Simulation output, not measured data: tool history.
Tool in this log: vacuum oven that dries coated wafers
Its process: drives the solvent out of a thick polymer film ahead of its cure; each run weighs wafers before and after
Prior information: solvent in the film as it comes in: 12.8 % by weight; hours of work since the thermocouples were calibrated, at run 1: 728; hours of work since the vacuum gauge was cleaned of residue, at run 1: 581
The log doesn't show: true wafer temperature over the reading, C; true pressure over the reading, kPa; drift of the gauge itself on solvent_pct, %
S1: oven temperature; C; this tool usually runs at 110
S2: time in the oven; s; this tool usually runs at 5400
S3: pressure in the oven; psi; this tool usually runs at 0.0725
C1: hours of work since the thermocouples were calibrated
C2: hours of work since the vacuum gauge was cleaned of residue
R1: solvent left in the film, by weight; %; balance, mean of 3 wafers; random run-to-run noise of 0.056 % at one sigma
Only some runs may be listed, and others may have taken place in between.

run 1 day=0.000 | S1=110 S2=5400 S3=0.0725 | C1=728 C2=581 | R1=2.74
run 2 day=1.625 | S1=110 S2=5400 S3=0.0725 | C1=750 C2=603 | R1=2.81
run 3 day=3.738 | S1=110 S2=5400 S3=0.0725 | C1=778 C2=631 | R1=2.91
run 4 day=6.300 | S1=110 S2=5400 S3=0.1759 | C1=812 C2=665 | R1=3.19
run 5 day=8.171 | S1=110 S2=5400 S3=0.1759 | C1=837 C2=690 | R1=3.30
run 6 day=10.462 | S1=110 S2=5400 S3=0.0725 | C1=868 C2=721 | R1=2.81
run 7 day=13.192 | S1=110 S2=5400 S3=0.0725 | C1=904 C2=757 | R1=2.88
run 8 day=14.792 | S1=110 S2=5400 S3=0.0725 | C1=925 C2=778 | R1=2.92
run 9 day=17.383 | S1=110 S2=5400 S3=0.0725 | C1=960 C2=813 | R1=2.90
run 10 day=19.842 | S1=110 S2=5400 S3=0.2451 | C1=992 C2=845 | R1=3.42
run 11 day=21.908 | S1=110 S2=5400 S3=0.0725 | C1=1020 C2=873 | R1=2.93
-- day=22.121 vacuum gauge cleaned of residue and calibrated
run 12 day=24.725 | S1=110 S2=5400 S3=0.0725 | C1=1057 C2=35 | R1=2.84
run 13 day=26.029 | S1=110 S2=8700 S3=0.0725 | C1=1074 C2=52 | R1=1.61
run 14 day=27.675 | S1=110 S2=8700 S3=0.0725 | C1=1096 C2=74 | R1=1.46
run 15 day=29.112 | S1=110 S2=5400 S3=0.0725 | C1=1115 C2=93 | R1=2.99
run 16 day=30.679 | S1=110 S2=5400 S3=0.0725 | C1=1136 C2=114 | R1=2.84
run 17 day=32.092 | S1=110 S2=5400 S3=0.0725 | C1=1155 C2=133 | R1=2.95
run 18 day=33.742 | S1=110 S2=5400 S3=0.0725 | C1=1177 C2=155 | R1=2.94
run 19 day=35.850 | S1=116 S2=3300 S3=0.2516 | C1=1205 C2=183 | R1=4.15
-- day=36.596 vacuum gauge cleaned of residue and calibrated, once more
run 20 day=38.267 | S1=116 S2=3300 S3=0.2516 | C1=1236 C2=22 | R1=4.05
run 21 day=40.196 | S1=116 S2=3300 S3=0.2516 | C1=1262 C2=48 | R1=4.03
run 22 day=42.392 | S1=116 S2=3420 S3=0.1344 | C1=1291 C2=77 | R1=3.58
run 23 day=45.033 | S1=103 S2=6720 S3=0.0608 | C1=1326 C2=112 | R1=3.36
run 24 day=46.758 | S1=103 S2=6720 S3=0.0608 | C1=1349 C2=135 | R1=3.41
run 25 day=49.062 | S1=103 S2=6720 S3=0.0608 | C1=1380 C2=166 | R1=3.39
run 26 day=51.183 | S1=110 S2=5400 S3=0.0835 | C1=1408 C2=194 | R1=3.06
run 27 day=52.812 | S1=118 S2=7500 S3=0.2661 | C1=1430 C2=216 | R1=1.42
run 28 day=54.838 | S1=118 S2=7500 S3=0.2661 | C1=1457 C2=243 | R1=1.40
run 29 day=57.150 | S1=118 S2=8400 S3=0.2661 | C1=1487 C2=274 | R1=1.29
run 30 day=59.279 | S1=108 S2=2940 S3=0.0725 | C1=1516 C2=302 | R1=5.73
run 31 day=61.396 | S1=108 S2=2940 S3=0.0725 | C1=1544 C2=330 | R1=5.69
run 32 day=62.808 | S1=108 S2=2940 S3=0.0725 | C1=1563 C2=349 | R1=5.74
run 33 day=64.358 | S1=108 S2=2940 S3=0.0725 | C1=1583 C2=369 | R1=5.69
run 34 day=65.758 | S1=108 S2=3660 S3=0.0725 | C1=1602 C2=388 | R1=4.98
run 35 day=68.338 | S1=108 S2=3660 S3=0.0725 | C1=1636 C2=423 | R1=5.05
run 36 day=70.704 | S1=102 S2=3900 S3=0.0715 | C1=1668 C2=454 | R1=5.82

Hidden condition of the tool, last listed run before each entry between runs versus first listed run after:
From run 11 to run 12: vacuum gauge cleaned of residue and calibrated (day 22.121)
  true wafer temperature over the reading, C: -2.16 -> -2.23; true pressure over the reading, kPa: 0.102 -> 0.168
  what was measured, less what the result would be without the hidden state, R1: +0.42 -> +0.45 %
From run 19 to run 20: vacuum gauge cleaned of residue and calibrated, once more (day 36.596)
  true wafer temperature over the reading, C: -2.54 -> -2.61; true pressure over the reading, kPa: 0.186 -> -0.009
  what was measured, less what the result would be without the hidden state, R1: +0.53 -> +0.47 %

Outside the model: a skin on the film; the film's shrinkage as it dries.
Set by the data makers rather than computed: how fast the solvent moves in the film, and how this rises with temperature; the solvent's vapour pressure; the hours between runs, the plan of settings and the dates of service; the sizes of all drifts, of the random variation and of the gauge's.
